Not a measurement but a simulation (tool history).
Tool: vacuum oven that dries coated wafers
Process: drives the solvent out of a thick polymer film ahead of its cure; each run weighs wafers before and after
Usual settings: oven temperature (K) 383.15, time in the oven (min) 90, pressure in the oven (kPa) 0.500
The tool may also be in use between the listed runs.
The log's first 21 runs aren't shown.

| run | hour | oven temperature (K) | time in the oven (min) | pressure in the oven (kPa) | hours of work since the thermocouples were calibrated | hours of work since the vacuum gauge was cleaned of residue | solvent left in the film (%) |
|---|---|---|---|---|---|---|---|
| 22 | 271.3 | 383.15 | 61 | 0.500 | 579 | 175 | 2.940 |
| 23 | 289.3 | 383.15 | 61 | 0.597 | 590 | 186 | 3.064 |
| 24 | 307.3 | 383.15 | 97 | 1.826 | 601 | 197 | 3.306 |
| 25 | 316.8 | 383.15 | 97 | 1.826 | 606 | 202 | 3.308 |
| 26 | 333.1 | 383.15 | 110 | 0.744 | 616 | 212 | 1.519 |
| 27 | 343.5 | 380.15 | 99 | 0.304 | 623 | 219 | 1.397 |
| 28 | 357.1 | 380.15 | 99 | 0.304 | 631 | 227 | 1.407 |
| 29 | 367.1 | 380.15 | 90 | 0.660 | 637 | 233 | 2.229 |
| 30 | 377.1 | 378.15 | 46 | 0.858 | 643 | 239 | 6.411 |
| 31 | 393.2 | 369.15 | 75 | 0.549 | 653 | 249 | 5.690 |
| 32 | 401.9 | 369.15 | 75 | 0.549 | 658 | 254 | 5.677 |
| 33 | 419.2 | 369.15 | 75 | 0.549 | 668 | 264 | 5.668 |
| 34 | 434.0 | 383.15 | 152 | 0.747 | 677 | 273 | 1.253 |
| 35 | 449.8 | 381.15 | 127 | 0.994 | 687 | 283 | 1.928 |
| 36 | 466.3 | 381.15 | 127 | 1.156 | 697 | 293 | 2.167 |
| 37 | 485.2 | 376.15 | 94 | 0.886 | 708 | 304 | 3.249 |
| 38 | 503.3 | 376.15 | 94 | 0.886 | 719 | 315 | 3.235 |
| 39 | 521.8 | 371.15 | 160 | 0.886 | 731 | 327 | 2.714 |
| 40 | 541.5 | 371.15 | 160 | 0.886 | 742 | 339 | 2.696 |
| 41 | 555.0 | 383.15 | 90 | 1.079 | 751 | 347 | 2.386 |
| 42 | 573.8 | 375.15 | 91 | 0.500 | 762 | 358 | 2.892 |
| 43 | 585.9 | 395.15 | 49 | 0.901 | 769 | 365 | 2.017 |

4 ways to go on from here, each from the tool as it stands after run 43. What would each give?
| A | 598.5 | 398.15 | 112 | 0.500 | 777 | 373 | ? |
| B | 598.5 | 394.15 | 64 | 0.500 | 777 | 373 | ? |
| C | 598.5 | 396.15 | 49 | 0.901 | 777 | 373 | ? |
| D | 598.5 | 392.15 | 49 | 0.279 | 777 | 373 | ? |

| run | solvent left in the film (%) |
|---|---|
| A | 0.504 |
| B | 1.096 |
| C | 1.884 |
| D | 1.858 |
Without the tool's hidden state the same runs would have given:
| run | solvent left in the film (%) |
|---|---|
| A | 0.470 |
| B | 1.136 |
| C | 1.979 |
| D | 1.974 |

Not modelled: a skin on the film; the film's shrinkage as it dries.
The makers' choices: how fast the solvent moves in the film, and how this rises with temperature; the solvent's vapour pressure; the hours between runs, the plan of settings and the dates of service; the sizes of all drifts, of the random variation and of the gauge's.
